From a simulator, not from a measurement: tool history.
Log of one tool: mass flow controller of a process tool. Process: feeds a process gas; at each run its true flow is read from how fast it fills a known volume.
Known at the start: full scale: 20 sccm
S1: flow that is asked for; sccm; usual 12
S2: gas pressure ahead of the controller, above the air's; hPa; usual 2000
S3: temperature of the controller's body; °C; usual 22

{"run": 1, "hour": 0.0, "S1": 12, "S2": 2000, "S3": 22, "true flow (%)": 99.71}
{"run": 2, "hour": 114.2, "S1": 12, "S2": 2000, "S3": 22, "true flow (%)": 99.55}
{"run": 3, "hour": 293.8, "S1": 12, "S2": 2000, "S3": 22, "true flow (%)": 99.59}
{"run": 4, "hour": 478.9, "S1": 12, "S2": 2000, "S3": 22, "true flow (%)": 99.73}
{"run": 5, "hour": 690.9, "S1": 12, "S2": 2000, "S3": 22, "true flow (%)": 99.75}
{"run": 6, "hour": 893.0, "S1": 12, "S2": 2000, "S3": 22, "true flow (%)": 99.84}
{"run": 7, "hour": 1094.9, "S1": 12, "S2": 2000, "S3": 22, "true flow (%)": 99.89}
{"run": 8, "hour": 1227.7, "S1": 12, "S2": 2000, "S3": 22, "true flow (%)": 99.98}
{"run": 9, "hour": 1321.1, "S1": 12, "S2": 2000, "S3": 22, "true flow (%)": 99.95}
{"run": 10, "hour": 1523.4, "S1": 12, "S2": 2000, "S3": 22, "true flow (%)": 99.99}
{"run": 11, "hour": 1718.2, "S1": 12, "S2": 2000, "S3": 22, "true flow (%)": 100.13}
{"run": 12, "hour": 1924.2, "S1": 12, "S2": 2000, "S3": 22, "true flow (%)": 100.2}
{"run": 13, "hour": 2023.8, "S1": 12, "S2": 2000, "S3": 22, "true flow (%)": 100.3}
{"run": 14, "hour": 2170.5, "S1": 8, "S2": 2000, "S3": 22, "true flow (%)": 100.04}
{"run": 15, "hour": 2275.0, "S1": 8, "S2": 2000, "S3": 22, "true flow (%)": 100.14}
{"run": 16, "hour": 2459.5, "S1": 3, "S2": 2000, "S3": 22, "true flow (%)": 99.89}
{"run": 17, "hour": 2637.1, "S1": 3, "S2": 2000, "S3": 22, "true flow (%)": 99.95}
{"run": 18, "hour": 2727.5, "S1": 3, "S2": 2000, "S3": 22, "true flow (%)": 99.99}
{"run": 19, "hour": 2816.8, "S1": 12, "S2": 2000, "S3": 22, "true flow (%)": 100.45}
{"run": 20, "hour": 3011.7, "S1": 12, "S2": 2000, "S3": 22, "true flow (%)": 100.57}
{"run": 21, "hour": 3126.4, "S1": 12, "S2": 2000, "S3": 22, "true flow (%)": 100.62}
{"run": 22, "hour": 3272.6, "S1": 12, "S2": 2000, "S3": 22, "true flow (%)": 100.78}
{"run": 23, "hour": 3391.2, "S1": 12, "S2": 1790, "S3": 22, "true flow (%)": 100.53}
{"run": 24, "hour": 3541.7, "S1": 12, "S2": 1790, "S3": 22, "true flow (%)": 100.64}
{"run": 25, "hour": 3632.6, "S1": 12, "S2": 1790, "S3": 22, "true flow (%)": 100.58}
{"run": 26, "hour": 3831.1, "S1": 16, "S2": 1790, "S3": 25, "true flow (%)": 100.85}
{"run": 27, "hour": 3952.9, "S1": 16, "S2": 1790, "S3": 25, "true flow (%)": 101.03}
{"run": 28, "hour": 4147.8, "S1": 6, "S2": 1650, "S3": 21, "true flow (%)": 100.4}
{"run": 29, "hour": 4270.3, "S1": 6, "S2": 1650, "S3": 21, "true flow (%)": 100.33}
{"run": 30, "hour": 4440.6, "S1": 12, "S2": 2580, "S3": 31, "true flow (%)": 101.74}
{"run": 31, "hour": 4623.1, "S1": 5, "S2": 2240, "S3": 31, "true flow (%)": 101.25}
{"run": 32, "hour": 4773.7, "S1": 5, "S2": 2240, "S3": 31, "true flow (%)": 101.35}
{"run": 33, "hour": 4863.1, "S1": 12, "S2": 2000, "S3": 37, "true flow (%)": 101.66}
{"hour": 4966.2, "done": "controller's zero set anew"}
{"run": 34, "hour": 5007.8, "S1": 12, "S2": 2000, "S3": 37, "true flow (%)": 101.61}
{"run": 35, "hour": 5134.0, "S1": 20, "S2": 2670, "S3": 35, "true flow (%)": 102.61}
{"run": 36, "hour": 5245.1, "S1": 8, "S2": 2740, "S3": 24, "true flow (%)": 101.71}
{"run": 37, "hour": 5378.5, "S1": 5, "S2": 2740, "S3": 24, "true flow (%)": 101.55}
{"hour": 5427.7, "done": "gauge calibrated"}
{"run": 38, "hour": 5500.6, "S1": 3, "S2": 2000, "S3": 27, "true flow (%)": 99.23}
{"run": 39, "hour": 5690.1, "S1": 8, "S2": 1430, "S3": 22, "true flow (%)": 99.11}
{"run": 40, "hour": 5796.3, "S1": 13, "S2": 1930, "S3": 21, "true flow (%)": 99.56}
{"run": 41, "hour": 5925.3, "S1": 17, "S2": 2460, "S3": 25, "true flow (%)": 100.43}
{"run": 42, "hour": 6089.3, "S1": 16, "S2": 2460, "S3": 25, "true flow (%)": 100.26}
{"run": 43, "hour": 6301.2, "S1": 11, "S2": 2520, "S3": 22, "true flow (%)": 100.11}
{"run": 44, "hour": 6481.7, "S1": 3, "S2": 2790, "S3": 27, "true flow (%)": 100.11}
{"run": 45, "hour": 6588.8, "S1": 3, "S2": 2790, "S3": 27, "true flow (%)": 100.18}
{"run": 46, "hour": 6710.0, "S1": 3, "S2": 2790, "S3": 27, "true flow (%)": 100.16}
{"run": 47, "hour": 6808.2, "S1": 2, "S2": 2520, "S3": 31, "true flow (%)": 100.02}

4 ways to go on from here, each from the tool as it stands after run 47. What would each give?
{"run": "A", "hour": 6911.8, "S1": 8, "S2": 2350, "S3": 31, "true flow (%)": "?"}
{"run": "B", "hour": 6911.8, "S1": 3, "S2": 2040, "S3": 29, "true flow (%)": "?"}
{"run": "C", "hour": 6911.8, "S1": 7, "S2": 2250, "S3": 32, "true flow (%)": "?"}
{"run": "D", "hour": 6911.8, "S1": 3, "S2": 2000, "S3": 22, "true flow (%)": "?"}

run=A true_flow_(%)=100.31
run=B true_flow_(%)=99.89
run=C true_flow_(%)=100.17
run=D true_flow_(%)=99.70
Without the tool's hidden state the same runs would have given:
run=A true_flow_(%)=99.80
run=B true_flow_(%)=99.38
run=C true_flow_(%)=99.67
run=D true_flow_(%)=99.19

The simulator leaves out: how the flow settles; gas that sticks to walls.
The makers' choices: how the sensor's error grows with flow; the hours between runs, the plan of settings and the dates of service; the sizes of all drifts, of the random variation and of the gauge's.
